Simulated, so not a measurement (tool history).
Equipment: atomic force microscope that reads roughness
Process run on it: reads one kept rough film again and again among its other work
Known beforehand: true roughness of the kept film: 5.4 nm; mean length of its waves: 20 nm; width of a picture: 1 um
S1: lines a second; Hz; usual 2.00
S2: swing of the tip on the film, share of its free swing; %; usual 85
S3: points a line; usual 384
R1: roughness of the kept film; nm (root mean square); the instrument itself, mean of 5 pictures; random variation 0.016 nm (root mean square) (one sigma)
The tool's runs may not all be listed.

run,hour,S1,S2,S3,R1
1,0.0,2.00,85,384,3.084
2,10.4,2.00,85,384,2.974
3,20.3,1.12,85,384,2.967
4,31.6,1.12,85,384,2.889
5,37.5,2.00,85,998,2.751
6,48.6,1.11,57,392,2.822
7,55.7,1.11,75,787,2.779
8,61.3,1.69,74,299,2.624
9,67.4,0.97,85,721,2.626
10,75.3,0.97,71,411,2.613

Results for each run, recomputed without the tool's hidden state and with each run's random variation untouched:
Hidden conditions of the tool in this case: radius of the tip, nm; height scale over the true one, %; drift of the gauge itself on roughness_nm, %.
run,R1
1,3.872
2,3.866
3,3.995
4,4.025
5,3.906
6,4.156
7,4.175
8,4.002
9,4.075
10,4.136
